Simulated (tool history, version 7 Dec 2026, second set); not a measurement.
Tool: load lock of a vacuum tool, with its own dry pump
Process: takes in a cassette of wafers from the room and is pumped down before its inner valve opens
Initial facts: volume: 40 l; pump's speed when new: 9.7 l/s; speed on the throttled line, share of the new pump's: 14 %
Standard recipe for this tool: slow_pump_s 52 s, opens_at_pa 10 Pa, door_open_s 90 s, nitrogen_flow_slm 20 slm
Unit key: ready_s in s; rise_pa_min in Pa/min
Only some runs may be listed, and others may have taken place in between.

run	hour	slow_pump_s	opens_at_pa	door_open_s	nitrogen_flow_slm	incoming humidity of the room's air, %	ready_s	rise_pa_min
1	0.0	52	10	90	20	44.4	82.4	0.046
2	193.9	52	10	90	20	46.6	82.9	0.047
3	337.0	80	10	90	20	45.3	106.8	0.043
4	484.4	80	10	90	20	45.5	107.3	0.048
5	695.8	80	10	90	20	48.4	107.5	0.047
6	814.9	52	10	38	20	48.3	82.9	0.029
7	1004.0	52	10	38	20	44.3	82.6	0.026
8	1208.4	27	10	38	20	43.0	61.0	0.030
9	1406.5	52	10	90	20	48.1	81.5	0.050
10	1514.0	52	10	90	20	49.5	82.5	0.048
11	1620.5	52	10	90	20	47.2	83.2	0.047
12	1788.8	52	10	90	20	40.7	83.1	0.042
13	1991.0	52	10	90	5	46.9	83.7	0.081
14	2151.9	52	11	49	5	45.3	83.2	0.053
15	2313.6	52	11	49	5	44.3	84.3	0.048
16	2479.2	52	11	27	11	47.1	82.3	0.025
17	2589.7	52	13	210	11	46.3	81.4	0.105
18	2732.4	52	7	210	11	44.7	84.9	0.107
# hour 2906.3: door's seal changed, seat wiped
19	2917.4	36	15	90	20	45.2	68.2	0.041
20	3007.9	36	15	90	20	43.7	68.3	0.041
21	3211.9	63	10	90	22	40.9	91.8	0.038
22	3397.0	63	10	90	22	43.9	92.2	0.043
23	3594.0	52	16	90	20	46.5	81.1	0.041

Branching from run 23: 3 alternative next runs. What would each branch give?
A	3738.8	49	16	149	5	46.4	?	?
B	3738.8	60	14	90	20	44.3	?	?
C	3738.8	52	10	90	4	41.7	?	?

run	ready_s	rise_pa_min
A	78.5	0.111
B	88.5	0.044
C	82.9	0.065
The same runs, with their run-to-run variation unchanged, on a tool lacking any hidden condition would have given:
run	ready_s	rise_pa_min
A	78.5	0.111
B	88.5	0.044
C	82.9	0.065
